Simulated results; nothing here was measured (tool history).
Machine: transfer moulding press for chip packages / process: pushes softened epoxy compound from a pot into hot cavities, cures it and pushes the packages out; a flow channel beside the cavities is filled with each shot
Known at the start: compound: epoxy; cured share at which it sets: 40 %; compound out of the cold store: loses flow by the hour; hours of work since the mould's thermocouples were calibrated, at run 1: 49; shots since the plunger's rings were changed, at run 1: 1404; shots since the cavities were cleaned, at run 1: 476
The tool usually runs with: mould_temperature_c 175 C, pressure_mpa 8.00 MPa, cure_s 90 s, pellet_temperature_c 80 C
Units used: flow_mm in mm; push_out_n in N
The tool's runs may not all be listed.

| run | day | mould_temperature_c | pressure_mpa | cure_s | pellet_temperature_c | hours of work since the mould's thermocouples were calibrated | shots since the plunger's rings were changed | shots since the cavities were cleaned | incoming compound's hours out of the cold store | flow_mm | push_out_n |
|---|---|---|---|---|---|---|---|---|---|---|---|
| 1 | 0.000 | 175 | 8.00 | 90 | 80 | 49 | 1404 | 476 | 21.5 | 832 | 538 |
| 2 | 0.608 | 175 | 8.00 | 90 | 80 | 56 | 1531 | 603 | 16.3 | 841 | 566 |
|  | 1.629 | cavities cleaned with cleaning compound and waxed |
| 3 | 1.779 | 175 | 8.00 | 90 | 80 | 69 | 1762 | 31 | 39.9 | 779 | 524 |
| 4 | 2.412 | 175 | 8.00 | 90 | 80 | 76 | 1894 | 163 | 35.4 | 792 | 550 |
| 5 | 3.054 | 175 | 8.00 | 90 | 80 | 84 | 2028 | 297 | 29.3 | 807 | 545 |
| 6 | 4.092 | 175 | 8.00 | 90 | 80 | 96 | 2244 | 513 | 27.7 | 817 | 542 |
| 7 | 4.904 | 175 | 8.00 | 90 | 80 | 105 | 2414 | 683 | 40.8 | 782 | 540 |
|  | 5.554 | cavities cleaned with cleaning compound and waxed |
| 8 | 6.017 | 175 | 8.00 | 90 | 80 | 118 | 2632 | 96 | 23.1 | 824 | 558 |
|  | 6.233 | plunger's sealing rings changed |
| 9 | 7.079 | 175 | 8.00 | 129 | 80 | 129 | 176 | 295 | 23.9 | 822 | 311 |
| 10 | 7.721 | 175 | 8.00 | 90 | 80 | 136 | 310 | 429 | 18.7 | 838 | 570 |
| 11 | 8.529 | 175 | 8.00 | 90 | 80 | 146 | 479 | 598 | 44.9 | 780 | 541 |
|  | 9.517 | cavities cleaned with cleaning compound and waxed |
| 12 | 9.517 | 175 | 8.00 | 90 | 89 | 157 | 671 | 0 | 19.1 | 833 | 568 |
| 13 | 10.496 | 175 | 7.30 | 95 | 80 | 168 | 876 | 205 | 39.4 | 749 | 466 |
| 14 | 11.450 | 175 | 7.30 | 95 | 80 | 179 | 1074 | 403 | 10.3 | 818 | 509 |
| 15 | 12.712 | 175 | 7.30 | 95 | 80 | 194 | 1337 | 666 | 41.9 | 751 | 467 |
|  | 13.438 | cavities cleaned with cleaning compound and waxed |
| 16 | 13.454 | 175 | 6.32 | 93 | 80 | 202 | 1479 | 3 | 26.9 | 723 | 503 |
| 17 | 14.104 | 175 | 6.32 | 93 | 80 | 210 | 1615 | 139 | 18.5 | 740 | 516 |
| 18 | 14.679 | 172 | 6.32 | 93 | 72 | 216 | 1734 | 258 | 26.9 | 739 | 675 |
| 19 | 15.904 | 172 | 6.32 | 93 | 72 | 231 | 1990 | 514 | 41.8 | 702 | 655 |
| 20 | 17.033 | 175 | 7.41 | 90 | 79 | 244 | 2225 | 749 | 43.5 | 746 | 531 |
|  | 17.362 | cavities cleaned with cleaning compound and waxed |
| 21 | 18.317 | 172 | 6.70 | 70 | 72 | 258 | 2480 | 199 | 21.9 | 768 | 1281 |
|  | 19.271 | plunger's sealing rings changed |
| 22 | 19.321 | 173 | 6.53 | 111 | 83 | 269 | 11 | 386 | 19.0 | 761 | 416 |
| 23 | 19.892 | 173 | 9.53 | 90 | 84 | 275 | 129 | 504 | 12.0 | 944 | 655 |

Predict each of these 5 candidate next runs independently; none follows another, all start after run 23:
| A | 20.538 | 175 | 8.00 | 90 | 79 | 283 | 264 | 639 | 37.1 | ? | ? |
| B | 20.538 | 173 | 9.53 | 90 | 85 | 283 | 264 | 639 | 8.4 | ? | ? |
| C | 20.538 | 181 | 9.41 | 90 | 79 | 283 | 264 | 639 | 31.6 | ? | ? |
| D | 20.538 | 170 | 9.53 | 90 | 84 | 283 | 264 | 639 | 13.3 | ? | ? |
| E | 20.538 | 177 | 8.00 | 72 | 80 | 283 | 264 | 639 | 18.1 | ? | ? |

| run | flow_mm | push_out_n |
|---|---|---|
| A | 791 | 527 |
| B | 952 | 688 |
| C | 848 | 356 |
| D | 953 | 844 |
| E | 827 | 884 |
With no hidden state in the tool, these same runs would have given:
| run | flow_mm | push_out_n |
|---|---|---|
| A | 791 | 524 |
| B | 952 | 684 |
| C | 848 | 354 |
| D | 953 | 840 |
| E | 827 | 880 |
